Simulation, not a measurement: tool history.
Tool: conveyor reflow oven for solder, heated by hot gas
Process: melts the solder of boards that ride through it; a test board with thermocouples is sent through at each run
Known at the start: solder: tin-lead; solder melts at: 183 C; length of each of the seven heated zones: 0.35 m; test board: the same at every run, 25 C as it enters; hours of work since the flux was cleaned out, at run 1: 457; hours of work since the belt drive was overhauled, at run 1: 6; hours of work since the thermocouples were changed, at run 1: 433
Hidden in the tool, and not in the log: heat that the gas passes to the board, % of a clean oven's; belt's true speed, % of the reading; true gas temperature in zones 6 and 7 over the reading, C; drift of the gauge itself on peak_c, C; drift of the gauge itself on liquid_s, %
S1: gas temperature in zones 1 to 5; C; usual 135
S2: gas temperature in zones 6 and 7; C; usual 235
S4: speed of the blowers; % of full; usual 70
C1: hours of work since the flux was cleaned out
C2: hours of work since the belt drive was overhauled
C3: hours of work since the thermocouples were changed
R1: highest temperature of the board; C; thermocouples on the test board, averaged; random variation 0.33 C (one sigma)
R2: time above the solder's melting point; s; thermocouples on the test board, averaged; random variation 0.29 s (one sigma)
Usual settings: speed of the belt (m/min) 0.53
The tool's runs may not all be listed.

{"run": 1, "hour": 0.0, "S1": 135, "S2": 235, "speed of the belt (m/min)": 0.53, "S4": 70, "C1": 457, "C2": 6, "C3": 433, "R1": 214.9, "R2": 55.3}
{"run": 2, "hour": 11.3, "S1": 135, "S2": 235, "speed of the belt (m/min)": 0.53, "S4": 70, "C1": 461, "C2": 11, "C3": 438, "R1": 214.1, "R2": 56.1}
{"run": 3, "hour": 28.3, "S1": 135, "S2": 235, "speed of the belt (m/min)": 0.53, "S4": 70, "C1": 468, "C2": 18, "C3": 445, "R1": 215.1, "R2": 55.2}
{"run": 4, "hour": 47.3, "S1": 135, "S2": 235, "speed of the belt (m/min)": 0.53, "S4": 70, "C1": 476, "C2": 26, "C3": 452, "R1": 214.4, "R2": 55.4}
{"hour": 54.2, "done": "flux residue cleaned out of gas plates and filters"}
{"run": 5, "hour": 61.7, "S1": 135, "S2": 235, "speed of the belt (m/min)": 0.53, "S4": 70, "C1": 3, "C2": 29, "C3": 456, "R1": 218.2, "R2": 58.6}
{"run": 6, "hour": 76.8, "S1": 135, "S2": 235, "speed of the belt (m/min)": 0.53, "S4": 70, "C1": 9, "C2": 36, "C3": 463, "R1": 218, "R2": 58.3}
{"run": 7, "hour": 92.7, "S1": 135, "S2": 235, "speed of the belt (m/min)": 0.53, "S4": 50, "C1": 16, "C2": 42, "C3": 469, "R1": 212.6, "R2": 52.8}
{"run": 8, "hour": 110.0, "S1": 135, "S2": 235, "speed of the belt (m/min)": 0.542, "S4": 70, "C1": 23, "C2": 49, "C3": 476, "R1": 216.7, "R2": 56.9}
{"run": 9, "hour": 127.9, "S1": 121, "S2": 235, "speed of the belt (m/min)": 0.53, "S4": 70, "C1": 31, "C2": 57, "C3": 484, "R1": 215, "R2": 52.2}
{"run": 10, "hour": 142.9, "S1": 122, "S2": 235, "speed of the belt (m/min)": 0.53, "S4": 70, "C1": 37, "C2": 63, "C3": 490, "R1": 215.1, "R2": 52.2}
{"run": 11, "hour": 151.5, "S1": 122, "S2": 235, "speed of the belt (m/min)": 0.53, "S4": 70, "C1": 40, "C2": 67, "C3": 494, "R1": 215.1, "R2": 53.1}
{"run": 12, "hour": 164.0, "S1": 122, "S2": 235, "speed of the belt (m/min)": 0.53, "S4": 70, "C1": 46, "C2": 72, "C3": 499, "R1": 215.6, "R2": 52.5}
{"run": 13, "hour": 177.1, "S1": 122, "S2": 227, "speed of the belt (m/min)": 0.53, "S4": 70, "C1": 51, "C2": 77, "C3": 504, "R1": 208.9, "R2": 46.3}
{"hour": 188.2, "done": "thermocouples of zones 6 and 7 changed"}
{"run": 14, "hour": 190.7, "S1": 132, "S2": 235, "speed of the belt (m/min)": 0.53, "S4": 70, "C1": 56, "C2": 82, "C3": 1, "R1": 217.7, "R2": 57.5}
{"run": 15, "hour": 209.1, "S1": 132, "S2": 235, "speed of the belt (m/min)": 0.53, "S4": 70, "C1": 64, "C2": 90, "C3": 9, "R1": 217.3, "R2": 58.1}
{"run": 16, "hour": 228.7, "S1": 132, "S2": 235, "speed of the belt (m/min)": 0.53, "S4": 70, "C1": 72, "C2": 98, "C3": 17, "R1": 217.6, "R2": 57.8}
{"run": 17, "hour": 243.9, "S1": 132, "S2": 235, "speed of the belt (m/min)": 0.53, "S4": 70, "C1": 78, "C2": 104, "C3": 23, "R1": 217.9, "R2": 57.4}
{"run": 18, "hour": 255.1, "S1": 148, "S2": 246, "speed of the belt (m/min)": 0.518, "S4": 53, "C1": 83, "C2": 109, "C3": 28, "R1": 226.1, "R2": 70.8}
{"run": 19, "hour": 274.6, "S1": 123, "S2": 242, "speed of the belt (m/min)": 0.53, "S4": 70, "C1": 91, "C2": 117, "C3": 36, "R1": 222, "R2": 58.2}
{"run": 20, "hour": 288.3, "S1": 135, "S2": 241, "speed of the belt (m/min)": 0.53, "S4": 81, "C1": 96, "C2": 123, "C3": 42, "R1": 225.2, "R2": 64.3}
{"run": 21, "hour": 307.2, "S1": 135, "S2": 241, "speed of the belt (m/min)": 0.53, "S4": 81, "C1": 104, "C2": 131, "C3": 49, "R1": 225.4, "R2": 63.9}
{"run": 22, "hour": 326.3, "S1": 146, "S2": 235, "speed of the belt (m/min)": 0.53, "S4": 71, "C1": 112, "C2": 139, "C3": 57, "R1": 220.1, "R2": 64.7}
{"run": 23, "hour": 341.1, "S1": 146, "S2": 235, "speed of the belt (m/min)": 0.53, "S4": 71, "C1": 118, "C2": 145, "C3": 63, "R1": 220.3, "R2": 64.7}
{"run": 24, "hour": 360.2, "S1": 146, "S2": 235, "speed of the belt (m/min)": 0.53, "S4": 71, "C1": 126, "C2": 153, "C3": 71, "R1": 219.8, "R2": 64.1}
{"run": 25, "hour": 380.4, "S1": 129, "S2": 247, "speed of the belt (m/min)": 0.466, "S4": 59, "C1": 135, "C2": 161, "C3": 80, "R1": 229, "R2": 73.6}
{"run": 26, "hour": 393.4, "S1": 142, "S2": 235, "speed of the belt (m/min)": 0.53, "S4": 70, "C1": 140, "C2": 166, "C3": 85, "R1": 218.7, "R2": 61.8}
{"run": 27, "hour": 414.5, "S1": 125, "S2": 235, "speed of the belt (m/min)": 0.53, "S4": 51, "C1": 149, "C2": 175, "C3": 94, "R1": 210.6, "R2": 48.5}
{"run": 28, "hour": 433.7, "S1": 135, "S2": 232, "speed of the belt (m/min)": 0.515, "S4": 70, "C1": 157, "C2": 183, "C3": 102, "R1": 216.3, "R2": 58.8}
{"run": 29, "hour": 445.4, "S1": 135, "S2": 232, "speed of the belt (m/min)": 0.515, "S4": 70, "C1": 162, "C2": 188, "C3": 107, "R1": 216.2, "R2": 59}
{"run": 30, "hour": 457.3, "S1": 147, "S2": 223, "speed of the belt (m/min)": 0.454, "S4": 86, "C1": 167, "C2": 193, "C3": 112, "R1": 214.8, "R2": 73.5}

Hidden state or all else? Some run-to-run changes of R1, split into what the settings, what came in and random variation would give without the hidden state, and what is left for the hidden state (with any gauge scatter that isn't in both results):
Run 4 -> 5: flux residue cleaned out of gas plates and filters. R1 +3.8 C: hidden state +3.3, all else +0.5.
Run 13 -> 14: S1 122 -> 132, S2 227 -> 235, thermocouples of zones 6 and 7 changed. R1 +8.8 C: hidden state +0.7, all else +8.1.
Run 18 -> 19: S1 148 -> 123, S2 246 -> 242, speed of the belt (m/min) 0.518 -> 0.53, S4 53 -> 70. R1 -4.1 C: hidden state -0.3, all else -3.8.
Run 24 -> 25: S1 146 -> 129, S2 235 -> 247, speed of the belt (m/min) 0.53 -> 0.466, S4 71 -> 59. R1 +9.2 C: hidden state -0.2, all else +9.4.
Run 25 -> 26: S1 129 -> 142, S2 247 -> 235, speed of the belt (m/min) 0.466 -> 0.53, S4 59 -> 70. R1 -10.3 C: hidden state +0, all else -10.3.
